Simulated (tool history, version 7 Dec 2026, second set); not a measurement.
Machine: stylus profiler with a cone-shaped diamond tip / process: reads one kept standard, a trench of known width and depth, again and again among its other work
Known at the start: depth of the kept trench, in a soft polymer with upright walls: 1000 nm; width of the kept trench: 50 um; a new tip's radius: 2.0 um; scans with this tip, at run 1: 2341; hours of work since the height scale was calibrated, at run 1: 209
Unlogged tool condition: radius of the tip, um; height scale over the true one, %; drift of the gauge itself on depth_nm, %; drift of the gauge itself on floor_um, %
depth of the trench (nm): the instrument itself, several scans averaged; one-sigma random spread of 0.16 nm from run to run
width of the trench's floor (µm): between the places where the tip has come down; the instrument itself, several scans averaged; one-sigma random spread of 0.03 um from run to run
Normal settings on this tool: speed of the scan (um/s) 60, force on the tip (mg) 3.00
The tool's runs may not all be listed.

run	hour	speed of the scan (um/s)	force on the tip (mg)	scans with this tip	hours of work since the height scale was calibrated	depth of the trench (nm)	width of the trench's floor (µm)
1	0.0	60	3.00	2341	209	1012.89	45.90
2	20.2	60	3.44	2480	221	1014.17	45.83
3	33.5	60	3.00	2571	229	1012.77	45.79
4	51.6	60	3.00	2695	240	1012.83	45.82
5	62.0	60	3.00	2767	247	1013.11	45.84
6	75.2	60	3.00	2858	255	1012.77	45.78
7	88.6	60	1.78	2950	263	1009.27	45.69
8	100.4	60	1.78	3030	270	1009.32	45.69
9	119.9	60	1.78	3164	282	1009.55	45.62
# hour 121.3: height scale calibrated on a step standard
10	135.7	60	1.78	3269	9	1009.93	45.70
11	144.6	221	2.99	3330	14	1013.09	44.92
12	162.4	164	3.00	3452	25	1013.50	45.19
13	177.7	121	3.09	3557	34	1013.53	45.42
14	191.4	20	3.05	3652	43	1013.74	45.87
15	210.7	20	3.05	3784	55	1013.43	45.94

Expected results for the next run?
16	223.1	58	8.40	3869	62	?	?

depth of the trench (nm): 1025.97
width of the trench's floor (µm): 45.83
On a tool with no hidden condition, and with the same random variation, this run would have come out at depth of the trench (nm) 1024.57, width of the trench's floor (µm) 46.37.
